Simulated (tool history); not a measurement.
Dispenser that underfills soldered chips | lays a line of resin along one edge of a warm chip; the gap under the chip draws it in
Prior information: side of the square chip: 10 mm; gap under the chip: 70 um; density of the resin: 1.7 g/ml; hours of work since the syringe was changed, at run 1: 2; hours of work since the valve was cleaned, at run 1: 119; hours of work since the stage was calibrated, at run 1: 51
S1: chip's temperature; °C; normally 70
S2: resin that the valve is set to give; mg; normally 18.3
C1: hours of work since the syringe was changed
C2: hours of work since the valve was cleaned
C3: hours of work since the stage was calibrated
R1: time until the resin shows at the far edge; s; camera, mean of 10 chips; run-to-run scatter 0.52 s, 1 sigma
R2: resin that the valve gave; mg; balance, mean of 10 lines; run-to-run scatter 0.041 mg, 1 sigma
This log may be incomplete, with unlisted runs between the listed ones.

run,day,S1,S2,C1,C2,C3,R1,R2
1,0,70,18.3,2,119,51,44.7,17.69
# day 0.267: new syringe of resin
2,0.35,70,18.3,2,125,58,45.1,17.71
3,0.596,70,18.3,6,130,62,53.7,17.52
# day 0.642: new syringe of resin
4,0.858,70,17.5,4,134,67,50.1,16.85
# day 0.992: new syringe of resin
# day 1.033: dispensing valve cleaned and set on the balance
5,1.242,70,17.5,4,4,73,48.8,17.42
# day 1.388: new syringe of resin
6,1.542,70,17.1,3,9,78,48.1,17.01
# day 1.75: new syringe of resin
7,1.758,70,23.2,0,13,82,42.4,23.07
8,2.05,70,23.2,6,18,87,52.5,22.98
# day 2.104: new syringe of resin
# day 2.467: new syringe of resin
9,2.475,70,23.2,0,26,95,41.6,23
# day 2.842: new syringe of resin
10,2.896,70,18.3,1,33,102,42.5,18.1
11,3.112,70,20.9,5,37,106,48.2,20.56
# day 3.188: new syringe of resin
12,3.325,70,20.9,3,41,110,44.3,20.6
# day 3.529: new syringe of resin
13,3.729,70,18.3,4,48,117,47,17.98
# day 3.883: new syringe of resin
14,4.183,70,18.3,6,56,126,51.2,18.02
# day 4.262: new syringe of resin
15,4.467,70,18.3,4,61,131,48.2,17.93
# day 4.612: new syringe of resin
16,4.696,66,16.1,2,65,135,52.9,15.79
# day 4.971: new syringe of resin
17,5.108,78,18.3,3,73,142,34.8,17.87
# day 5.346: new syringe of resin
18,5.471,78,18.3,2,79,148,34,17.85
# day 5.717: new syringe of resin
19,5.908,78,18.3,4,87,156,36.8,17.73
# day 6.079: new syringe of resin
20,6.338,78,18.3,5,95,164,37.9,17.78
# day 6.446: new syringe of resin
21,6.712,64,16.1,5,102,171,64.7,15.6
# day 6.817: new syringe of resin
22,7.05,64,16.1,4,108,177,63.5,15.52
# day 7.167: new syringe of resin
23,7.429,64,16.1,5,114,184,64.6,15.46

The next listed run, before its measurement:
# day 7.512: new syringe of resin
24,7.712,64,16.1,4,119,189,?,?

{"run 24": {"R1": 62.2, "R2": 15.46}}
The same run, on a tool lacking any hidden state, would have yielded R1 54 s, R2 16.08 mg.

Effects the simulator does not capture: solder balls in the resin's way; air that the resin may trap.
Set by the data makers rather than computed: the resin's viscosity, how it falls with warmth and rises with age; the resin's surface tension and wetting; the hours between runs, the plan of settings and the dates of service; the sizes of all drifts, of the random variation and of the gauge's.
